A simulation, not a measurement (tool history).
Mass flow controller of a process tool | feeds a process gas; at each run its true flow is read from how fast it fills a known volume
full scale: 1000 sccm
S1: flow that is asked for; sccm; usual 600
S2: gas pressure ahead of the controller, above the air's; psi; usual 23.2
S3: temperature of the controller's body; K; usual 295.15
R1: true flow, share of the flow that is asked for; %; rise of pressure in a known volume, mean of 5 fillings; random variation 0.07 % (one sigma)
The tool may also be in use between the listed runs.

run 1 hour=0.0 | S1=600 S2=23.2 S3=295.15 | R1=100.08
run 2 hour=127.9 | S1=600 S2=23.2 S3=295.15 | R1=100.16
run 3 hour=338.3 | S1=600 S2=23.2 S3=295.15 | R1=100.14
run 4 hour=472.9 | S1=600 S2=23.2 S3=295.15 | R1=100.12
run 5 hour=626.2 | S1=600 S2=23.2 S3=295.15 | R1=100.21
run 6 hour=739.7 | S1=600 S2=23.2 S3=295.15 | R1=100.21
run 7 hour=923.8 | S1=600 S2=23.2 S3=295.15 | R1=100.38
run 8 hour=1093.8 | S1=600 S2=23.2 S3=307.15 | R1=100.91
run 9 hour=1242.1 | S1=600 S2=23.2 S3=307.15 | R1=101.09
run 10 hour=1440.9 | S1=600 S2=23.2 S3=307.15 | R1=100.91
run 11 hour=1598.1 | S1=600 S2=23.2 S3=307.15 | R1=100.93
run 12 hour=1743.4 | S1=600 S2=23.2 S3=307.15 | R1=100.93
run 13 hour=1927.1 | S1=600 S2=23.2 S3=307.15 | R1=100.92
-- hour=1943.6 controller's zero set anew
run 14 hour=2086.6 | S1=600 S2=23.2 S3=307.15 | R1=101.11
run 15 hour=2200.8 | S1=600 S2=23.2 S3=307.15 | R1=101.13
run 16 hour=2403.2 | S1=600 S2=23.2 S3=295.15 | R1=100.64
run 17 hour=2548.1 | S1=600 S2=23.2 S3=295.15 | R1=100.78
-- hour=2688.3 controller's zero set anew, once more
run 18 hour=2728.2 | S1=600 S2=23.2 S3=295.15 | R1=100.40
run 19 hour=2849.3 | S1=600 S2=23.2 S3=295.15 | R1=100.33
run 20 hour=3060.9 | S1=600 S2=23.2 S3=295.15 | R1=100.39
run 21 hour=3234.2 | S1=600 S2=23.2 S3=295.15 | R1=100.45
run 22 hour=3432.9 | S1=600 S2=23.2 S3=295.15 | R1=100.35
run 23 hour=3620.3 | S1=102 S2=23.2 S3=295.15 | R1=100.02
run 24 hour=3810.2 | S1=600 S2=23.2 S3=295.15 | R1=100.46
run 25 hour=3908.3 | S1=170 S2=23.2 S3=295.15 | R1=99.88
run 26 hour=4057.5 | S1=235 S2=23.8 S3=299.15 | R1=100.17
run 27 hour=4172.4 | S1=235 S2=23.8 S3=299.15 | R1=100.23
run 28 hour=4368.1 | S1=333 S2=23.8 S3=303.15 | R1=100.63
run 29 hour=4552.1 | S1=333 S2=23.8 S3=303.15 | R1=100.49
run 30 hour=4772.2 | S1=533 S2=39.2 S3=293.15 | R1=99.76
run 31 hour=4950.0 | S1=677 S2=39.2 S3=309.15 | R1=100.65
run 32 hour=5125.1 | S1=677 S2=39.2 S3=309.15 | R1=100.71
run 33 hour=5243.9 | S1=677 S2=39.2 S3=309.15 | R1=100.90
run 34 hour=5408.8 | S1=382 S2=35.2 S3=309.15 | R1=100.48
run 35 hour=5582.3 | S1=382 S2=35.2 S3=309.15 | R1=100.58
run 36 hour=5686.3 | S1=600 S2=22.0 S3=311.15 | R1=101.71
run 37 hour=5904.1 | S1=423 S2=31.9 S3=295.15 | R1=100.22
run 38 hour=6020.2 | S1=423 S2=31.9 S3=295.15 | R1=100.32
run 39 hour=6196.6 | S1=157 S2=40.5 S3=301.15 | R1=100.14
run 40 hour=6388.1 | S1=792 S2=24.7 S3=295.15 | R1=101.13
run 41 hour=6544.1 | S1=258 S2=32.6 S3=293.15 | R1=100.11
run 42 hour=6676.1 | S1=274 S2=20.9 S3=308.15 | R1=101.38
run 43 hour=6890.0 | S1=194 S2=22.5 S3=308.15 | R1=101.64
run 44 hour=7041.5 | S1=282 S2=24.9 S3=296.15 | R1=100.82
run 45 hour=7227.9 | S1=823 S2=34.4 S3=295.15 | R1=100.95
run 46 hour=7334.7 | S1=600 S2=20.9 S3=309.15 | R1=102.00
run 47 hour=7514.9 | S1=600 S2=20.9 S3=309.15 | R1=101.84

Forecast each of these 3 alternatives for the next run:
run A hour=7674.2 | S1=120 S2=22.8 S3=309.15 | R1=?
run B hour=7674.2 | S1=600 S2=23.2 S3=308.15 | R1=?
run C hour=7674.2 | S1=532 S2=23.2 S3=298.15 | R1=?

run=A R1=102.18
run=B R1=101.76
run=C R1=101.24
Without the tool's hidden state the same runs would have given:
run=A R1=99.16
run=B R1=99.96
run=C R1=99.40
